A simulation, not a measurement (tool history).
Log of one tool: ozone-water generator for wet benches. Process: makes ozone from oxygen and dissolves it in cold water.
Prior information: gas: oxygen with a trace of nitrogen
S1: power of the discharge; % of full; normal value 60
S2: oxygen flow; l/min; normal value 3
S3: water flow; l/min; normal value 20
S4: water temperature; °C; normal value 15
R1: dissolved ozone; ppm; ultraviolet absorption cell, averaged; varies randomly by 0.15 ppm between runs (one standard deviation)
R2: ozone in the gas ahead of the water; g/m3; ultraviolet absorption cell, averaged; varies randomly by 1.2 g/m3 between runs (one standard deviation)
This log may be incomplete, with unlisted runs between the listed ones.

run     day  S1    S2  S3  S4    R1     R2
  1       0  60     3  20  15  17.5  208.6
  2   2.775  97     3  20  15  26.5  316.4
  3   5.204  97     3  20  15  26.5  315.7
  4   8.204  97     3  13  15  37.4  311.9
  5  11.212  60     3  20  15  17.2  208.1
  6  14.367  60  2.55  20  15  16.9  229.5
  7  17.329  60     3  20  15  17.4  204.8
  8  19.458  60     3  20  15  17.4  206.7
  9  22.783  60     3  20  15  16.9  206.4
 10  25.242  60     3  20  15  17.3  207.1
 11  28.354  60     3  20  15    17    208
 12  31.879  60     3  20  15    17  205.9
 13  34.283  60     3  20  15  16.7  206.7
 14  35.742  60     3  20  15  16.9  205.3
 15  38.067  60     3  20  15  16.9  204.6
 16  41.246  60  1.67  20  15  15.1  291.3
 17  44.379  58  5.36  13  19  20.8  141.1
 18  46.092  58  5.36  13  19  20.9  139.7
 19  49.504  66     3  20  15  17.9    220
 20  51.246  66     3  20  15  18.4    219
 21  54.742  66     3  20  15  18.5  219.4
 22  57.675  66     3  20  15  18.6  218.8
 23  60.217  48  1.58  20  15  12.5  247.4
 24  61.917  60  2.82  21  15  16.5  209.7
 25  64.425  58  2.82  31  15  10.8  204.9
 26  66.167  58  2.82  31  15  10.7  205.6
 27  67.954  69  3.51  31  15  12.7    205
 28  70.958  60     3  20  13  17.2  200.5
 29   72.55  58  1.59  20  13  14.9  283.2
 30  74.471  51     3  20  20  13.7  175.2
 31  77.662  44     3  15  16  16.3  155.8
 32  79.504  58  2.45  25  13  12.9  219.9

Not shown here: 2 entries made in the log between runs. Locate each between two listed runs and compare the hidden state at the listed run before it with the hidden state at the listed run after it:
After run 12, before run 13: contactor cleaned (day 32.271)
  yield of the discharge, % of new electrodes': 96.1 -> 96; contactor's efficiency, % of a clean one's: 94.6 -> 92.7
  measured value less the no-hidden-state value, R1: -1 -> -1.2 ppm; R2: -7.1 -> -7.5 g/m3
After run 19, before run 20: contactor cleaned, once more (day 50.071)
  yield of the discharge, % of new electrodes': 95 -> 94.9; contactor's efficiency, % of a clean one's: 91.7 -> 98.5
  measured value less the no-hidden-state value, R1: -1.7 -> -1.2 ppm; R2: -11 -> -11.2 g/m3

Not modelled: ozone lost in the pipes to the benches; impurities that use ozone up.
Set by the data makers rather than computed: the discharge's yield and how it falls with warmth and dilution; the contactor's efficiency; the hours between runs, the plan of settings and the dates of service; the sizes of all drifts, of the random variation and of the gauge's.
